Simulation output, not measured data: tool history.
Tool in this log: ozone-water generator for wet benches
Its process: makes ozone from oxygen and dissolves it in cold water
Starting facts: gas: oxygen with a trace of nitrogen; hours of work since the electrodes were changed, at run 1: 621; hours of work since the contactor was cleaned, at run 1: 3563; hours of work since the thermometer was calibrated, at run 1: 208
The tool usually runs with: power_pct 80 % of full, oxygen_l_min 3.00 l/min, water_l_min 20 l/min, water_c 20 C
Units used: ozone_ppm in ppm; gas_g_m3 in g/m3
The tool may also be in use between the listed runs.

run,day,power_pct,oxygen_l_min,water_l_min,water_c,hours of work since the electrodes were changed,hours of work since the contactor was cleaned,hours of work since the thermometer was calibrated,ozone_ppm,gas_g_m3
1,0.000,80,3.00,20,20,621,3563,208,16.4,209.6
2,1.525,80,3.00,20,20,646,3588,233,16.8,205.8
3,4.329,80,3.00,20,20,691,3633,278,16.7,208.0
4,5.600,87,3.00,20,20,712,3654,299,17.9,221.9
5,6.962,87,3.00,20,20,734,3676,321,17.6,222.4
6,9.767,87,3.00,20,20,780,3722,367,17.7,223.1
7,11.708,87,3.00,20,20,812,3753,398,17.7,219.6
8,13.429,87,3.00,20,20,840,3782,426,17.5,222.5
9,14.942,87,3.00,20,20,864,3806,451,17.4,220.5
10,17.462,87,3.00,20,20,905,3847,492,17.6,220.7
11,18.950,87,3.00,20,20,929,3871,516,17.6,221.0
12,20.400,87,3.00,20,20,953,3895,540,17.6,221.9
13,21.975,80,3.00,20,20,979,3921,566,16.4,205.9
14,23.600,80,3.00,20,20,1005,3947,592,16.2,205.6
15,26.092,80,3.00,20,20,1046,3988,633,16.4,207.7
# day 28.862: contactor cleaned
16,29.167,80,4.63,20,20,1093,5,680,19.0,174.7
17,31.500,86,1.70,20,20,1131,43,718,14.7,270.3
18,33.350,43,2.62,14,12,1161,73,748,15.2,132.7
19,36.179,43,2.62,14,12,1207,119,794,15.1,134.5
20,37.600,66,5.34,24,22,1230,142,817,14.0,144.1
21,39.550,43,3.25,24,22,1262,174,849,8.7,123.8
22,42.183,43,3.25,24,22,1305,217,892,8.9,123.2
# day 42.458: water thermometer calibrated
23,45.200,91,4.52,24,22,1354,266,45,17.1,194.8
24,47.017,91,4.52,24,22,1383,295,74,17.1,195.7
25,49.262,86,2.02,16,27,1420,332,111,18.2,252.2
26,51.408,46,3.95,32,25,1455,367,146,7.1,120.4
27,53.229,46,3.95,32,25,1484,396,175,7.2,121.4
28,55.008,53,3.95,32,25,1513,425,204,7.8,134.1
29,57.646,53,3.95,32,25,1556,468,247,7.9,133.6
# day 58.100: water thermometer calibrated, once more
30,59.196,53,3.46,31,25,1581,493,18,8.0,141.2
31,62.021,53,3.46,31,25,1627,539,64,7.9,141.1
32,64.546,53,3.46,31,14,1668,580,105,8.4,143.8

Branching from run 32: 4 alternative next runs. What would each branch give?
A,66.275,69,3.46,32,14,1696,608,133,?,?
B,66.275,53,2.34,19,21,1696,608,133,?,?
C,66.275,62,3.59,31,16,1696,608,133,?,?
D,66.275,80,3.00,30,18,1696,608,133,?,?

run,ozone_ppm,gas_g_m3
A,10.3,175.2
B,11.8,163.2
C,9.8,156.0
D,11.3,205.8
Without the tool's hidden state the same runs would have given:
run,ozone_ppm,gas_g_m3
A,10.7,180.3
B,12.2,166.9
C,10.2,160.2
D,11.8,212.5

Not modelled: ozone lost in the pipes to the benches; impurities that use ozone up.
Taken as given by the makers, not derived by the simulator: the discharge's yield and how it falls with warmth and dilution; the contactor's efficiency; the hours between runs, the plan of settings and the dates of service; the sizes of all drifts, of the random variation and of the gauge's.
